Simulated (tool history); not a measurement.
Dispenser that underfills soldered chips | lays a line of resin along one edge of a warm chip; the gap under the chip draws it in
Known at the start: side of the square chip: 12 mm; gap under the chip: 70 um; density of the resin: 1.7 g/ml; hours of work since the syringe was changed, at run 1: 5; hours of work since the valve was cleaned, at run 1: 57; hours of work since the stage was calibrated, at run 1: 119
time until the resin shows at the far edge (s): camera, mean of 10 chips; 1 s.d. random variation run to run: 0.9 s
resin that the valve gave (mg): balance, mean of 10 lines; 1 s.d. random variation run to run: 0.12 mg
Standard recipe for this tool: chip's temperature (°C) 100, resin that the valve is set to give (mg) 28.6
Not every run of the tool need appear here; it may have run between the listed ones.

run,hour,chip's temperature (°C),resin that the valve is set to give (mg),hours of work since the syringe was changed,hours of work since the valve was cleaned,hours of work since the stage was calibrated,time until the resin shows at the far edge (s),resin that the valve gave (mg)
1,0.0,100,28.6,5,57,119,130.3,27.30
# hour 1.1: new syringe of resin
2,4.0,100,28.6,2,60,122,99.9,27.24
3,6.2,106,28.6,3,61,123,92.2,27.04
# hour 9.7: new syringe of resin
4,9.7,106,28.6,0,63,125,72.1,27.07
5,13.4,106,28.6,3,66,128,85.7,27.14
6,15.7,100,28.6,4,67,129,118.2,26.93
7,17.8,94,28.6,5,69,131,162.3,27.13
# hour 18.4: new syringe of resin
8,22.3,94,28.6,3,72,134,128.1,26.88
9,25.6,94,33.6,5,74,136,148.4,31.44
# hour 27.0: new syringe of resin
10,29.6,94,33.6,2,76,138,122.0,31.59
11,31.8,106,28.6,3,78,140,90.7,26.83
12,34.6,106,28.6,5,80,142,102.1,26.81
# hour 35.6: new syringe of resin
# hour 39.9: dispensing valve cleaned and set on the balance
13,40.9,106,28.6,3,1,145,88.7,28.64
# hour 45.3: new syringe of resin
14,46.0,106,28.6,0,4,148,72.4,28.38
15,49.5,95,28.6,3,6,150,129.6,28.46
# hour 53.9: new syringe of resin
16,54.3,95,28.6,0,9,153,105.8,28.39
17,59.6,98,35.0,4,13,157,123.0,34.68
# hour 62.4: new syringe of resin
18,62.5,98,25.4,0,15,159,95.0,24.92
19,66.8,98,25.4,3,17,162,117.9,24.97
# hour 71.0: new syringe of resin
20,71.0,111,29.6,0,20,164,58.7,29.14
21,74.2,111,32.3,2,22,166,68.1,31.59
22,78.1,99,28.6,5,25,169,128.1,27.84
# hour 79.9: new syringe of resin
23,82.4,99,28.6,2,27,172,99.6,28.06
24,84.6,99,28.6,3,29,173,111.6,27.89
# hour 88.8: new syringe of resin
25,89.3,86,29.7,0,32,176,145.7,28.62
26,93.6,112,29.3,3,35,179,72.4,28.41
27,96.1,94,26.1,5,36,181,158.0,25.11
# hour 97.7: new syringe of resin
28,99.0,94,26.1,1,38,182,115.3,25.21
29,101.5,94,26.1,3,40,184,130.1,25.17
30,104.5,107,25.4,5,42,186,97.7,24.33
# hour 106.6: new syringe of resin
31,107.4,114,29.9,1,43,188,54.4,28.93

Predict each of these 4 candidate next runs independently; none follows another, all start after run 31:
A,112.0,96,36.5,4,47,191,?,?
B,112.0,90,29.9,4,47,191,?,?
C,112.0,107,34.8,4,47,191,?,?
D,112.0,99,25.5,4,47,191,?,?

run,time until the resin shows at the far edge (s),resin that the valve gave (mg)
A,128.0,35.11
B,162.0,28.80
C,87.3,33.28
D,118.5,24.61
The same runs, with their run-to-run variation unchanged, on a tool lacking any hidden condition would have given:
run,time until the resin shows at the far edge (s),resin that the valve gave (mg)
A,96.9,36.63
B,122.3,30.05
C,66.1,34.73
D,89.1,25.68

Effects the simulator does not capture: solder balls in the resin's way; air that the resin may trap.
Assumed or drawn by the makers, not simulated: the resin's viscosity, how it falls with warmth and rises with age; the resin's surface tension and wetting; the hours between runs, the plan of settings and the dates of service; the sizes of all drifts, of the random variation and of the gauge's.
